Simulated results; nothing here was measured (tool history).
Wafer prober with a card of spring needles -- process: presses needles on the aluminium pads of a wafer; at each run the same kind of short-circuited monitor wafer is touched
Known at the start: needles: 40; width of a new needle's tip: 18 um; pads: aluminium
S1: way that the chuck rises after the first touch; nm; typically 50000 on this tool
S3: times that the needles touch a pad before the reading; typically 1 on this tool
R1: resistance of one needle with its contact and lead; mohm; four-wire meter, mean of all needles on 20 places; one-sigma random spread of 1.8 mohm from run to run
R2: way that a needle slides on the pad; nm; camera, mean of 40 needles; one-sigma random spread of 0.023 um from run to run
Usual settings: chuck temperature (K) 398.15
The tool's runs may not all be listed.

{"run": 1, "day": 0.0, "S1": 50000, "chuck temperature (K)": 398.15, "S3": 1, "R1": 188, "R2": 6200}
{"run": 2, "day": 0.85, "S1": 50000, "chuck temperature (K)": 398.15, "S3": 1, "R1": 187, "R2": 6210}
{"run": 3, "day": 1.325, "S1": 50000, "chuck temperature (K)": 398.15, "S3": 1, "R1": 187, "R2": 6210}
{"run": 4, "day": 2.321, "S1": 50000, "chuck temperature (K)": 398.15, "S3": 1, "R1": 191, "R2": 6210}
{"run": 5, "day": 3.425, "S1": 50000, "chuck temperature (K)": 398.15, "S3": 1, "R1": 193, "R2": 6180}
{"run": 6, "day": 4.258, "S1": 68000, "chuck temperature (K)": 313.15, "S3": 2, "R1": 161, "R2": 8420}
{"run": 7, "day": 4.754, "S1": 66000, "chuck temperature (K)": 333.15, "S3": 1, "R1": 169, "R2": 8190}
{"run": 8, "day": 5.867, "S1": 61000, "chuck temperature (K)": 333.15, "S3": 1, "R1": 170, "R2": 7570}
{"run": 9, "day": 6.8, "S1": 61000, "chuck temperature (K)": 333.15, "S3": 1, "R1": 172, "R2": 7540}
{"run": 10, "day": 7.812, "S1": 31000, "chuck temperature (K)": 398.15, "S3": 3, "R1": 207, "R2": 3820}

Put back what was entered between runs (18 entries, withheld): which listed runs does each sit between, and how does the hidden state differ from the listed run before to the listed run after?
In the gap between runs 1 and 2: tips cleaned on abrasive film (day 0.096); tips cleaned on abrasive film (day 0.588)
  debris on the tips, nm: 0.5 -> 0.4
In the gap between runs 2 and 3: tips cleaned on abrasive film (day 1.033)
  debris on the tips, nm: 0.4 -> 0.5
In the gap between runs 3 and 4: tips cleaned on abrasive film (day 1.525); tips cleaned on abrasive film (day 1.992)
  nothing in the hidden state changes from one run to the other
In the gap between runs 4 and 5: tips cleaned on abrasive film (day 2.433); tips cleaned on abrasive film (day 2.883); tips cleaned on abrasive film (day 3.329)
  debris on the tips, nm: 0.5 -> 0.2
In the gap between runs 5 and 6: tips cleaned on abrasive film (day 3.775); tips cleaned on abrasive film (day 4.258)
  debris on the tips, nm: 0.2 -> 0
In the gap between runs 6 and 7: tips cleaned on abrasive film (day 4.712)
  debris on the tips, nm: 0 -> 0.1
In the gap between runs 7 and 8: tips cleaned on abrasive film (day 5.175); tips cleaned on abrasive film (day 5.671); height of the first contact set anew (day 5.683)
  debris on the tips, nm: 0.1 -> 0.3; way that the needles fall short of the set height, um: 0.01 -> 0
In the gap between runs 8 and 9: tips cleaned on abrasive film (day 6.179); tips cleaned on abrasive film (day 6.692)
  debris on the tips, nm: 0.3 -> 0.2
In the gap between runs 9 and 10: tips cleaned on abrasive film (day 7.171); tips cleaned on abrasive film (day 7.633)
  debris on the tips, nm: 0.2 -> 0.3
